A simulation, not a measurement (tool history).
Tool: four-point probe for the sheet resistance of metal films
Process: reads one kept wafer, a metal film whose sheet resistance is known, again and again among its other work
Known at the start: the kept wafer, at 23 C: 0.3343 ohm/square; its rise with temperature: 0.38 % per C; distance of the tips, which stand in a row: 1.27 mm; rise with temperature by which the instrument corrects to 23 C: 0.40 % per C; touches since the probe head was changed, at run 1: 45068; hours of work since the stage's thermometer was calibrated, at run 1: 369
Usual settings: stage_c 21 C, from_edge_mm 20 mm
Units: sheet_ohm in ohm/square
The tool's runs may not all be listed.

run,hour,stage_c,from_edge_mm,touches since the probe head was changed,hours of work since the stage's thermometer was calibrated,sheet_ohm
1,0,21,20,45068,369,0.332961
2,41.8,21,4,46399,396,0.349204
3,60.6,21,4,46999,407,0.348954
4,78.9,21,20,47583,419,0.332694
5,98,21,20,48192,431,0.33275
6,126.8,21,20,49109,449,0.332554
7,147.7,25,9,49774,463,0.335136
8,184.8,32,7,50959,486,0.336975
9,221.6,33,73,52131,509,0.331157

Forecast run 10:
10,258.4,27,16,53305,533,?

Run 10 gave sheet_ohm 0.332609 ohm/square.
Without the tool's hidden state the same run would have given sheet_ohm 0.335245 ohm/square.
